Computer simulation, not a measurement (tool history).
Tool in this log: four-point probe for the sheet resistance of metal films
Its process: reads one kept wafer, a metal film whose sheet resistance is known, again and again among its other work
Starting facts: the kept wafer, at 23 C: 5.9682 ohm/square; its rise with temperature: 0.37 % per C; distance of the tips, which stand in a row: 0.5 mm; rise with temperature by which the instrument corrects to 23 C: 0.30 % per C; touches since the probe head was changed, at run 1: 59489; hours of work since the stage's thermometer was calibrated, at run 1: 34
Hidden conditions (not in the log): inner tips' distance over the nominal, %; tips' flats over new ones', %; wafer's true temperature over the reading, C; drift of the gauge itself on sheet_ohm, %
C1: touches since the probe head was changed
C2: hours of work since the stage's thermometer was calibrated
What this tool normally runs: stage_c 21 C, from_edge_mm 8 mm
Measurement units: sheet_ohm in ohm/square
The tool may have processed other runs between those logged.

run 1 day=0.000 | stage_c=21 from_edge_mm=8 | C1=59489 C2=34 | sheet_ohm=5.971746
run 2 day=4.904 | stage_c=21 from_edge_mm=8 | C1=66871 C2=127 | sheet_ohm=5.974188
run 3 day=8.888 | stage_c=21 from_edge_mm=8 | C1=72874 C2=203 | sheet_ohm=5.972588
run 4 day=11.575 | stage_c=21 from_edge_mm=8 | C1=76918 C2=254 | sheet_ohm=5.972261
run 5 day=16.775 | stage_c=21 from_edge_mm=8 | C1=84750 C2=353 | sheet_ohm=5.971406
run 6 day=19.271 | stage_c=21 from_edge_mm=8 | C1=88503 C2=400 | sheet_ohm=5.971547
run 7 day=23.175 | stage_c=21 from_edge_mm=8 | C1=94385 C2=474 | sheet_ohm=5.971617
run 8 day=26.654 | stage_c=21 from_edge_mm=16 | C1=99625 C2=540 | sheet_ohm=5.963178
run 9 day=30.929 | stage_c=21 from_edge_mm=8 | C1=106058 C2=621 | sheet_ohm=5.972005
run 10 day=35.521 | stage_c=21 from_edge_mm=8 | C1=112971 C2=709 | sheet_ohm=5.972388
run 11 day=38.279 | stage_c=21 from_edge_mm=8 | C1=117130 C2=761 | sheet_ohm=5.972066
run 12 day=41.292 | stage_c=21 from_edge_mm=8 | C1=121664 C2=818 | sheet_ohm=5.970166
run 13 day=45.492 | stage_c=21 from_edge_mm=8 | C1=127985 C2=898 | sheet_ohm=5.971153
run 14 day=48.558 | stage_c=21 from_edge_mm=8 | C1=132605 C2=956 | sheet_ohm=5.972428
run 15 day=51.354 | stage_c=21 from_edge_mm=8 | C1=136813 C2=1009 | sheet_ohm=5.972557
run 16 day=54.642 | stage_c=21 from_edge_mm=8 | C1=141763 C2=1072 | sheet_ohm=5.972536
run 17 day=58.612 | stage_c=21 from_edge_mm=8 | C1=147746 C2=1147 | sheet_ohm=5.973571
-- day=62.400 stage's thermometer calibrated
run 18 day=63.262 | stage_c=21 from_edge_mm=8 | C1=154714 C2=16 | sheet_ohm=5.971939
run 19 day=68.433 | stage_c=23 from_edge_mm=8 | C1=162501 C2=115 | sheet_ohm=5.979941
run 20 day=72.312 | stage_c=21 from_edge_mm=8 | C1=168340 C2=188 | sheet_ohm=5.971913
run 21 day=76.846 | stage_c=23 from_edge_mm=8 | C1=175165 C2=274 | sheet_ohm=5.982134
run 22 day=79.325 | stage_c=23 from_edge_mm=8 | C1=178898 C2=321 | sheet_ohm=5.980354
run 23 day=83.983 | stage_c=23 from_edge_mm=8 | C1=185916 C2=410 | sheet_ohm=5.982705
run 24 day=86.442 | stage_c=28 from_edge_mm=4 | C1=189617 C2=457 | sheet_ohm=6.037895
run 25 day=91.092 | stage_c=28 from_edge_mm=4 | C1=196614 C2=545 | sheet_ohm=6.039446
run 26 day=95.317 | stage_c=30 from_edge_mm=17 | C1=202980 C2=625 | sheet_ohm=5.999980
run 27 day=98.033 | stage_c=30 from_edge_mm=17 | C1=207069 C2=677 | sheet_ohm=5.999856
run 28 day=102.171 | stage_c=18 from_edge_mm=7 | C1=213301 C2=756 | sheet_ohm=5.962613
run 29 day=104.679 | stage_c=29 from_edge_mm=4 | C1=217074 C2=803 | sheet_ohm=6.043721
run 30 day=107.667 | stage_c=30 from_edge_mm=11 | C1=221574 C2=860 | sheet_ohm=6.003331
run 31 day=111.667 | stage_c=19 from_edge_mm=13 | C1=227599 C2=936 | sheet_ohm=5.956653
-- day=116.971 new probe head fitted
run 32 day=116.971 | stage_c=24 from_edge_mm=12 | C1=0 C2=1036 | sheet_ohm=5.977823
run 33 day=121.196 | stage_c=26 from_edge_mm=9 | C1=6363 C2=1116 | sheet_ohm=5.991408
run 34 day=125.983 | stage_c=26 from_edge_mm=9 | C1=13573 C2=1207 | sheet_ohm=5.990729
-- day=126.567 stage's thermometer calibrated
run 35 day=131.242 | stage_c=25 from_edge_mm=72 | C1=21460 C2=89 | sheet_ohm=5.978113
run 36 day=134.083 | stage_c=25 from_edge_mm=19 | C1=25737 C2=143 | sheet_ohm=5.978640
run 37 day=138.304 | stage_c=27 from_edge_mm=3 | C1=32088 C2=223 | sheet_ohm=6.072792
run 38 day=141.304 | stage_c=29 from_edge_mm=13 | C1=36605 C2=280 | sheet_ohm=5.996723
run 39 day=145.100 | stage_c=29 from_edge_mm=13 | C1=42321 C2=352 | sheet_ohm=5.998108
run 40 day=148.362 | stage_c=32 from_edge_mm=64 | C1=47234 C2=414 | sheet_ohm=6.004637
run 41 day=152.238 | stage_c=19 from_edge_mm=64 | C1=53071 C2=488 | sheet_ohm=5.951755
run 42 day=154.933 | stage_c=23 from_edge_mm=8 | C1=57130 C2=539 | sheet_ohm=5.981127
run 43 day=159.721 | stage_c=30 from_edge_mm=8 | C1=64339 C2=630 | sheet_ohm=6.010654
run 44 day=162.850 | stage_c=20 from_edge_mm=15 | C1=69053 C2=689 | sheet_ohm=5.958828
run 45 day=165.425 | stage_c=23 from_edge_mm=23 | C1=72928 C2=738 | sheet_ohm=5.971320

Take each entry between the runs: how does the hidden state at the last listed run before it differ from the hidden state at the first listed run after it?
After run 17, before run 18: stage's thermometer calibrated (day 62.400)
  the hidden state is the same at both runs
After run 31, before run 32: new probe head fitted (day 116.971)
  inner tips' distance over the nominal, %: 0.007 -> -0.002; tips' flats over new ones', %: 1 -> 0
After run 34, before run 35: stage's thermometer calibrated (day 126.567)
  the hidden state is the same at both runs

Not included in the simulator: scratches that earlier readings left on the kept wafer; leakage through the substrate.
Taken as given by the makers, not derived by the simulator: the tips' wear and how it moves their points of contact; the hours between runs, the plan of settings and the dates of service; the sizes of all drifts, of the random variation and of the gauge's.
